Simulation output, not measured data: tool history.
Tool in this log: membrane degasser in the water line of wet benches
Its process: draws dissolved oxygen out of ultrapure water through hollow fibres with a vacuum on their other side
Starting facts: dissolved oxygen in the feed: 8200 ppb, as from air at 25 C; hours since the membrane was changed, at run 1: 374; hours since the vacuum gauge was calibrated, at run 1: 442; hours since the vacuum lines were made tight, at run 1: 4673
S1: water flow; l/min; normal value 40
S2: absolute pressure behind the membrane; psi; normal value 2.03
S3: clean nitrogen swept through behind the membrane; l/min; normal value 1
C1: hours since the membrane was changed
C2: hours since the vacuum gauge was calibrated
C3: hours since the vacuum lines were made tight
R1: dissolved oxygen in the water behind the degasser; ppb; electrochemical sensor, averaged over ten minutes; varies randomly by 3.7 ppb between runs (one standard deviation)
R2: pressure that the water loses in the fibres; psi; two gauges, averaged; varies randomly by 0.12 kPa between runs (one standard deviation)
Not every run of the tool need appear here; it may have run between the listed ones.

{"run": 1, "hour": 0.0, "S1": 40, "S2": 2.03, "S3": 1, "C1": 374, "C2": 442, "C3": 4673, "R1": 898, "R2": 3.931}
{"run": 2, "hour": 53.8, "S1": 40, "S2": 2.03, "S3": 1, "C1": 428, "C2": 496, "C3": 4727, "R1": 893.3, "R2": 3.925}
{"run": 3, "hour": 77.3, "S1": 40, "S2": 2.03, "S3": 1, "C1": 451, "C2": 520, "C3": 4750, "R1": 893.9, "R2": 3.906}
{"run": 4, "hour": 104.1, "S1": 38, "S2": 2.03, "S3": 1, "C1": 478, "C2": 546, "C3": 4777, "R1": 854.2, "R2": 3.736}
{"run": 5, "hour": 131.4, "S1": 38, "S2": 2.03, "S3": 1, "C1": 506, "C2": 574, "C3": 4805, "R1": 852.5, "R2": 3.748}
{"run": 6, "hour": 166.9, "S1": 60, "S2": 2.03, "S3": 1, "C1": 541, "C2": 609, "C3": 4840, "R1": 1339.3, "R2": 5.957}
{"run": 7, "hour": 218.0, "S1": 60, "S2": 2.03, "S3": 1, "C1": 592, "C2": 660, "C3": 4891, "R1": 1343.3, "R2": 5.962}
{"run": 8, "hour": 252.4, "S1": 60, "S2": 2.03, "S3": 1, "C1": 627, "C2": 695, "C3": 4926, "R1": 1331.3, "R2": 5.931}
{"run": 9, "hour": 278.1, "S1": 60, "S2": 2.03, "S3": 1, "C1": 652, "C2": 720, "C3": 4951, "R1": 1336.9, "R2": 5.984}
{"run": 10, "hour": 333.3, "S1": 40, "S2": 2.03, "S3": 1, "C1": 708, "C2": 776, "C3": 5006, "R1": 894.8, "R2": 3.973}
{"run": 11, "hour": 365.7, "S1": 40, "S2": 2.03, "S3": 1, "C1": 740, "C2": 808, "C3": 5039, "R1": 895.7, "R2": 3.997}
{"run": 12, "hour": 401.6, "S1": 40, "S2": 2.03, "S3": 1, "C1": 776, "C2": 844, "C3": 5075, "R1": 900, "R2": 4.004}
{"run": 13, "hour": 431.8, "S1": 40, "S2": 2.03, "S3": 1, "C1": 806, "C2": 874, "C3": 5105, "R1": 897.1, "R2": 3.989}
{"run": 14, "hour": 474.2, "S1": 40, "S2": 2.03, "S3": 1, "C1": 848, "C2": 917, "C3": 5147, "R1": 899.1, "R2": 4.036}
{"run": 15, "hour": 496.9, "S1": 40, "S2": 1.45, "S3": 1, "C1": 871, "C2": 939, "C3": 5170, "R1": 623.5, "R2": 4.012}
{"run": 16, "hour": 537.4, "S1": 40, "S2": 1.45, "S3": 1, "C1": 912, "C2": 980, "C3": 5211, "R1": 623.7, "R2": 4.013}
{"run": 17, "hour": 588.8, "S1": 40, "S2": 2.03, "S3": 1, "C1": 963, "C2": 1031, "C3": 5262, "R1": 898.9, "R2": 3.993}
{"run": 18, "hour": 632.7, "S1": 37, "S2": 2.03, "S3": 1.76, "C1": 1007, "C2": 1075, "C3": 5306, "R1": 562.6, "R2": 3.729}
{"run": 19, "hour": 674.2, "S1": 37, "S2": 2.03, "S3": 1.76, "C1": 1048, "C2": 1117, "C3": 5347, "R1": 562.3, "R2": 3.714}
{"run": 20, "hour": 700.2, "S1": 37, "S2": 2.03, "S3": 1.76, "C1": 1074, "C2": 1143, "C3": 5373, "R1": 563.4, "R2": 3.754}
{"run": 21, "hour": 745.3, "S1": 56, "S2": 2.7, "S3": 1.42, "C1": 1119, "C2": 1188, "C3": 5418, "R1": 1310.7, "R2": 5.643}
{"run": 22, "hour": 773.9, "S1": 40, "S2": 2.58, "S3": 0.99, "C1": 1148, "C2": 1216, "C3": 5447, "R1": 1146, "R2": 4.003}
{"hour": 789.3, "done": "gauge calibrated"}
{"run": 23, "hour": 821.6, "S1": 40, "S2": 2.15, "S3": 1.85, "C1": 1196, "C2": 1264, "C3": 5495, "R1": 628.3, "R2": 3.96}
{"run": 24, "hour": 848.1, "S1": 40, "S2": 2.92, "S3": 1.85, "C1": 1222, "C2": 1290, "C3": 5521, "R1": 842.8, "R2": 3.941}
{"run": 25, "hour": 872.5, "S1": 56, "S2": 4.38, "S3": 1.63, "C1": 1247, "C2": 1315, "C3": 5546, "R1": 1791.2, "R2": 5.565}
{"run": 26, "hour": 903.1, "S1": 56, "S2": 4.38, "S3": 1.63, "C1": 1277, "C2": 1345, "C3": 5576, "R1": 1792.9, "R2": 5.52}
{"run": 27, "hour": 946.9, "S1": 57, "S2": 4.38, "S3": 0.45, "C1": 1321, "C2": 1389, "C3": 5620, "R1": 3534.9, "R2": 5.641}
{"run": 28, "hour": 1000.2, "S1": 45, "S2": 2.03, "S3": 0.42, "C1": 1374, "C2": 1443, "C3": 5673, "R1": 1652.8, "R2": 4.454}
{"run": 29, "hour": 1045.8, "S1": 48, "S2": 1.83, "S3": 1.23, "C1": 1420, "C2": 1488, "C3": 5719, "R1": 858, "R2": 4.749}
{"run": 30, "hour": 1090.6, "S1": 48, "S2": 1.83, "S3": 1.23, "C1": 1465, "C2": 1533, "C3": 5764, "R1": 856, "R2": 4.791}
{"run": 31, "hour": 1121.8, "S1": 46, "S2": 3.52, "S3": 1.36, "C1": 1496, "C2": 1564, "C3": 5795, "R1": 1400.8, "R2": 4.58}
{"run": 32, "hour": 1145.6, "S1": 46, "S2": 3.52, "S3": 1.36, "C1": 1520, "C2": 1588, "C3": 5819, "R1": 1417.6, "R2": 4.574}
{"run": 33, "hour": 1191.5, "S1": 46, "S2": 3.52, "S3": 1.36, "C1": 1566, "C2": 1634, "C3": 5865, "R1": 1408.6, "R2": 4.561}

3 options for the next run, each taken on its own from the tool as it stands now. Forecast them:
{"run": "A", "hour": 1245.2, "S1": 28, "S2": 2.03, "S3": 1, "C1": 1619, "C2": 1688, "C3": 5918, "R1": "?", "R2": "?"}
{"run": "B", "hour": 1245.2, "S1": 29, "S2": 1.32, "S3": 1, "C1": 1619, "C2": 1688, "C3": 5918, "R1": "?", "R2": "?"}
{"run": "C", "hour": 1245.2, "S1": 46, "S2": 2.18, "S3": 0.7, "C1": 1619, "C2": 1688, "C3": 5918, "R1": "?", "R2": "?"}

run=A R1=636.3 R2=2.796
run=B R1=384.8 R2=2.882
run=C R1=1363.1 R2=4.583
Had the tool no hidden state, the same runs would have come out as:
run=A R1=636.1 R2=2.757
run=B R1=384.7 R2=2.841
run=C R1=1363.1 R2=4.518
